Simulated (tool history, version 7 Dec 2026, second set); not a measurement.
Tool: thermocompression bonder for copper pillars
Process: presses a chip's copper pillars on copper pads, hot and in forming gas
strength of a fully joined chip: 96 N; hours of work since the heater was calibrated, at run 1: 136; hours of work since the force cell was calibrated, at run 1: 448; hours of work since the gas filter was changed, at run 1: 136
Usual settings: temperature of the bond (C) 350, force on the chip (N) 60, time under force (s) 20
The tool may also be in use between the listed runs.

run,hour,temperature of the bond (C),force on the chip (N),time under force (s),hours of work since the heater was calibrated,hours of work since the force cell was calibrated,hours of work since the gas filter was changed,force that shears a chip off (N)
1,0,350,60,20,136,448,136,59.7
2,13.9,350,60,20,144,457,144,60
# hour 17.9: forming gas filter changed
3,32.5,350,60,20,155,467,9,60.2
4,45.5,350,60,20,163,475,16,60.8
5,62.6,350,60,20,173,485,27,60.5
6,78.3,350,60,11,182,495,36,50.5
7,90.7,350,60,20,190,502,43,60.4
8,102,350,60,30,196,509,50,68
9,120.4,350,60,30,207,520,61,68.2
10,133.2,350,60,30,215,527,69,67
11,152,350,60,30,226,539,80,67.8
12,168.2,350,60,30,236,548,89,68.3
13,178.1,350,60,30,242,554,95,68.6
14,198.3,350,53,20,254,566,107,56.7
15,212.8,366,52,20,262,575,116,64.3
16,223.9,346,46,11,269,581,123,40.7
17,233.3,346,46,11,275,587,128,40.7
18,243,362,41,37,280,593,134,65.4
19,258.8,362,41,37,290,602,143,65.6
# hour 264.8: forming gas filter changed
20,277.7,326,56,20,301,613,8,47.6
21,289.8,350,44,36,308,620,15,61.4
22,302.6,344,47,33,316,628,23,59.7
23,314,350,55,20,322,635,29,58.8
24,332,350,55,20,333,646,40,58.9
25,348.8,350,55,20,343,656,50,58.9
26,358.8,355,57,11,349,661,56,51.8
27,373.5,355,38,23,358,670,65,51.3
28,393.3,321,62,49,370,682,77,64.4

Forecast each of these 5 alternatives for the next run:
A,412.5,365,80,20,381,693,88,?
B,412.5,374,53,15,381,693,88,?
C,412.5,350,60,53,381,693,88,?
D,412.5,339,72,59,381,693,88,?
E,412.5,358,78,49,381,693,88,?

run,force that shears a chip off (N)
A,78.8
B,64.1
C,77.7
D,80.1
E,87.1
Without the tool's hidden state the same runs would have given:
run,force that shears a chip off (N)
A,76.7
B,62.3
C,75.6
D,77.9
E,84.8
